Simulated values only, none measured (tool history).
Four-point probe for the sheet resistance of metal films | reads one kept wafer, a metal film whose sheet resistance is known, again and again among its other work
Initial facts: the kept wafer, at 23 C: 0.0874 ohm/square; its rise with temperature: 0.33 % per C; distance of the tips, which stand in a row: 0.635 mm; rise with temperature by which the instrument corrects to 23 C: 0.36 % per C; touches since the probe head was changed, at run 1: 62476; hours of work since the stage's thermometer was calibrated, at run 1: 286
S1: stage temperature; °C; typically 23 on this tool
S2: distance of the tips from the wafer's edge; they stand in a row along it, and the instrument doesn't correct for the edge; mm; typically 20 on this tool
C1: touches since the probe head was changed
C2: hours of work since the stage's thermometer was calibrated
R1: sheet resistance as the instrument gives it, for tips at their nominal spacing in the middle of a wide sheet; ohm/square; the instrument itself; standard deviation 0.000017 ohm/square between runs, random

| run | hour | S1 | S2 | C1 | C2 | R1 |
|---|---|---|---|---|---|---|
| 1 | 0.0 | 23 | 20 | 62476 | 286 | 0.088096 |
| 2 | 15.4 | 23 | 20 | 62922 | 293 | 0.088087 |
| 3 | 34.5 | 23 | 11 | 63476 | 302 | 0.088197 |
| 4 | 53.4 | 23 | 11 | 64024 | 310 | 0.088228 |
| 5 | 78.8 | 23 | 11 | 64760 | 321 | 0.088214 |
| 6 | 105.6 | 23 | 11 | 65538 | 333 | 0.088236 |
| 7 | 137.6 | 23 | 20 | 66466 | 347 | 0.088125 |
| 8 | 168.6 | 23 | 20 | 67364 | 361 | 0.088157 |
| 9 | 197.4 | 23 | 11 | 68198 | 374 | 0.088259 |
| 10 | 230.3 | 23 | 20 | 69153 | 388 | 0.088170 |
| 11 | 251.0 | 21 | 20 | 69751 | 397 | 0.088241 |
| 12 | 277.3 | 21 | 20 | 70514 | 409 | 0.088232 |
| 13 | 293.3 | 21 | 20 | 70978 | 416 | 0.088243 |
| 14 | 308.5 | 21 | 20 | 71419 | 423 | 0.088248 |
| 15 | 343.1 | 21 | 20 | 72424 | 438 | 0.088234 |
| 16 | 365.3 | 28 | 20 | 73066 | 448 | 0.088089 |
| 17 | 380.4 | 28 | 20 | 73504 | 455 | 0.088066 |
| 18 | 404.4 | 28 | 20 | 74199 | 465 | 0.088081 |
|  | 408.0 | stage's thermometer calibrated |
| 19 | 429.4 | 28 | 20 | 74910 | 9 | 0.088068 |
| 20 | 456.9 | 19 | 8 | 75707 | 22 | 0.088542 |
| 21 | 491.9 | 19 | 4 | 76720 | 37 | 0.089448 |
| 22 | 528.4 | 19 | 4 | 77780 | 53 | 0.089425 |
| 23 | 559.5 | 30 | 55 | 78681 | 67 | 0.087978 |
| 24 | 586.3 | 35 | 12 | 79456 | 79 | 0.087997 |
|  | 603.5 | stage's thermometer calibrated, once more |
| 25 | 620.8 | 24 | 4 | 80444 | 8 | 0.089417 |
| 26 | 640.1 | 24 | 6 | 81002 | 16 | 0.088770 |

Each row is a separate what-if for the run after 26, all from the same tool condition, not one after another. Results?
| A | 659.9 | 19 | 20 | 81575 | 25 | ? |
| B | 659.9 | 34 | 3 | 81575 | 25 | ? |
| C | 659.9 | 30 | 15 | 81575 | 25 | ? |
| D | 659.9 | 24 | 18 | 81575 | 25 | ? |

| run | R1 |
|---|---|
| A | 0.088414 |
| B | 0.090076 |
| C | 0.088186 |
| D | 0.088287 |
Without the tool's hidden state the same runs would have given:
| run | R1 |
|---|---|
| A | 0.087561 |
| B | 0.089207 |
| C | 0.087335 |
| D | 0.087435 |
